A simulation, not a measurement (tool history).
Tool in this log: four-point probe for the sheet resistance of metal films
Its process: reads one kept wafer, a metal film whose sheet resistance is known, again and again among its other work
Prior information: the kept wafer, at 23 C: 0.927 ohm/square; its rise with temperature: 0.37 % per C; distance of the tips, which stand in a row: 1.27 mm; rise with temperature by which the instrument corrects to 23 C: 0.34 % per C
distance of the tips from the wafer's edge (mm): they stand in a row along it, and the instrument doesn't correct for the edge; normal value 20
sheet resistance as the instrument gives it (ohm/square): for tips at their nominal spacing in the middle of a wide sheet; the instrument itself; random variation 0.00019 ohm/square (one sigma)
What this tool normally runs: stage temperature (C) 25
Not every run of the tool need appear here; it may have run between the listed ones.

run	hour	stage temperature (C)	distance of the tips from the wafer's edge (mm)	sheet resistance as the instrument gives it (ohm/square)
1	0.0	25	20	0.932434
2	32.4	25	20	0.932044
3	71.9	25	20	0.932528
4	114.8	25	4	0.978342
5	136.3	25	4	0.978148
6	164.1	25	10	0.938453
7	209.8	20	10	0.937046
# hour 232.6: stage's thermometer calibrated
8	239.5	34	20	0.933703
9	276.2	34	20	0.933419
10	318.9	25	4	0.976543
11	353.0	25	4	0.976727
12	383.0	31	69	0.931022
13	423.7	20	5	0.958730
14	450.6	20	5	0.959332
15	476.4	20	5	0.958777
16	514.6	20	5	0.958812
17	541.1	32	16	0.934990
18	575.4	34	20	0.934053
19	620.0	34	4	0.980537
20	659.3	22	12	0.934650
21	678.6	22	12	0.934143

Branching from run 21: 3 alternative next runs. What would each branch give?
A	716.4	21	67	?
B	716.4	22	9	?
C	716.4	24	12	?

run	sheet resistance as the instrument gives it (ohm/square)
A	0.928718
B	0.938787
C	0.934991
Without the tool's unlogged condition, the same runs would have read:
run	sheet resistance as the instrument gives it (ohm/square)
A	0.926622
B	0.936672
C	0.932886

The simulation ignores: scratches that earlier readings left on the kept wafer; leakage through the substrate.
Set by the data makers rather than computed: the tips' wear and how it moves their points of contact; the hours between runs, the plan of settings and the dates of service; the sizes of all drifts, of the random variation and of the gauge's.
